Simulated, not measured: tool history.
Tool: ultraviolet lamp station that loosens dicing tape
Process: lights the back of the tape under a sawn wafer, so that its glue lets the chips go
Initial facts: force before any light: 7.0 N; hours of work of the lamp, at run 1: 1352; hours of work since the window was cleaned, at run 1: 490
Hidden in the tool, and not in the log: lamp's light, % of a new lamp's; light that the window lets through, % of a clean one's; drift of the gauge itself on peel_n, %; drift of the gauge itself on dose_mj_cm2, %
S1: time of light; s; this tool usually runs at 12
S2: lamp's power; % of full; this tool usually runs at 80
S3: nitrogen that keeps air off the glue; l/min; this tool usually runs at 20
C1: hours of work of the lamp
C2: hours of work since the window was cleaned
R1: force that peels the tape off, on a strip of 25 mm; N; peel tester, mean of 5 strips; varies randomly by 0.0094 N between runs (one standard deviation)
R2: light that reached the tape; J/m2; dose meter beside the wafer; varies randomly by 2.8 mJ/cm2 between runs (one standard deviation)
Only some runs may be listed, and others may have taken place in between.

run,hour,S1,S2,S3,C1,C2,R1,R2
1,0.0,12,80,20,1352,490,0.398,3950
2,27.7,12,80,20,1372,510,0.399,3950
3,60.4,21,80,20,1395,533,0.225,6850
# hour 70.2: window cleaned of glue's vapour
4,110.4,21,80,20,1430,28,0.228,6910
5,147.6,21,80,20,1456,55,0.210,6900
6,194.7,12,86,20,1490,88,0.357,4250
7,224.1,12,80,20,1511,109,0.413,3960
8,248.8,12,68,8,1528,127,0.972,3340
9,295.9,12,68,8,1562,160,0.976,3320
10,330.8,12,80,19,1586,185,0.410,3940
11,377.7,12,80,19,1620,218,0.415,3930
12,429.3,12,80,19,1656,255,0.409,3940
13,474.0,8,73,8,1688,286,1.622,2410

What if the next run were any one of these 3? Each begins from the tool's condition after run 13:
A,504.4,8,80,20,1709,308,?,?
B,504.4,12,83,10,1709,308,?,?
C,504.4,20,80,20,1709,308,?,?

run,R1,R2
A,0.850,2630
B,0.600,4090
C,0.228,6520
Had the tool no hidden state, the same runs would have come out as:
run,R1,R2
A,0.844,2640
B,0.596,4110
C,0.228,6550
